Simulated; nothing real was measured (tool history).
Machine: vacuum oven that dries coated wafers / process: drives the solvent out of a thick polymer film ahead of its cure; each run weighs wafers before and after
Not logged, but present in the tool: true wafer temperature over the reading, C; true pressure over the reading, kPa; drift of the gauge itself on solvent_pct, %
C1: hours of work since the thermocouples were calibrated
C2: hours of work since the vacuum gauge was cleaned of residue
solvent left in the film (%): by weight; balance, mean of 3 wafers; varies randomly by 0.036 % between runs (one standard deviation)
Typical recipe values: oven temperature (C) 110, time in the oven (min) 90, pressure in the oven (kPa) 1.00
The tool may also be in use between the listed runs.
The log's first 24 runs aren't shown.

run 25 day=9.383 | oven_temperature_(C)=110 time_in_the_oven_(min)=47 pressure_in_the_oven_(kPa)=1.36 | C1=419 C2=320 | solvent_left_in_the_film_(%)=7.71
run 26 day=9.854 | oven_temperature_(C)=110 time_in_the_oven_(min)=47 pressure_in_the_oven_(kPa)=1.36 | C1=427 C2=328 | solvent_left_in_the_film_(%)=7.63
run 27 day=10.162 | oven_temperature_(C)=110 time_in_the_oven_(min)=47 pressure_in_the_oven_(kPa)=1.36 | C1=432 C2=333 | solvent_left_in_the_film_(%)=7.68
run 28 day=10.654 | oven_temperature_(C)=98 time_in_the_oven_(min)=66 pressure_in_the_oven_(kPa)=0.81 | C1=440 C2=342 | solvent_left_in_the_film_(%)=8.22
run 29 day=10.908 | oven_temperature_(C)=117 time_in_the_oven_(min)=90 pressure_in_the_oven_(kPa)=1.66 | C1=445 C2=346 | solvent_left_in_the_film_(%)=3.12
run 30 day=11.279 | oven_temperature_(C)=112 time_in_the_oven_(min)=106 pressure_in_the_oven_(kPa)=2.38 | C1=451 C2=353 | solvent_left_in_the_film_(%)=3.72
run 31 day=11.796 | oven_temperature_(C)=112 time_in_the_oven_(min)=106 pressure_in_the_oven_(kPa)=2.38 | C1=460 C2=361 | solvent_left_in_the_film_(%)=3.74
run 32 day=12.108 | oven_temperature_(C)=123 time_in_the_oven_(min)=101 pressure_in_the_oven_(kPa)=0.57 | C1=465 C2=367 | solvent_left_in_the_film_(%)=1.40
run 33 day=12.408 | oven_temperature_(C)=118 time_in_the_oven_(min)=90 pressure_in_the_oven_(kPa)=1.00 | C1=471 C2=372 | solvent_left_in_the_film_(%)=2.71
run 34 day=12.750 | oven_temperature_(C)=119 time_in_the_oven_(min)=80 pressure_in_the_oven_(kPa)=1.00 | C1=476 C2=378 | solvent_left_in_the_film_(%)=2.98

What if the next run were any one of these 3? Each begins from the tool's condition after run 34:
run A day=13.021 | oven_temperature_(C)=119 time_in_the_oven_(min)=84 pressure_in_the_oven_(kPa)=0.63 | C1=481 C2=383 | solvent_left_in_the_film_(%)=?
run B day=13.021 | oven_temperature_(C)=116 time_in_the_oven_(min)=80 pressure_in_the_oven_(kPa)=1.03 | C1=481 C2=383 | solvent_left_in_the_film_(%)=?
run C day=13.021 | oven_temperature_(C)=110 time_in_the_oven_(min)=80 pressure_in_the_oven_(kPa)=1.00 | C1=481 C2=383 | solvent_left_in_the_film_(%)=?

run=A solvent_left_in_the_film_(%)=2.67
run=B solvent_left_in_the_film_(%)=3.56
run=C solvent_left_in_the_film_(%)=4.67
The same runs, with their run-to-run variation unchanged, on a tool lacking any hidden condition would have given:
run=A solvent_left_in_the_film_(%)=2.66
run=B solvent_left_in_the_film_(%)=3.55
run=C solvent_left_in_the_film_(%)=4.66
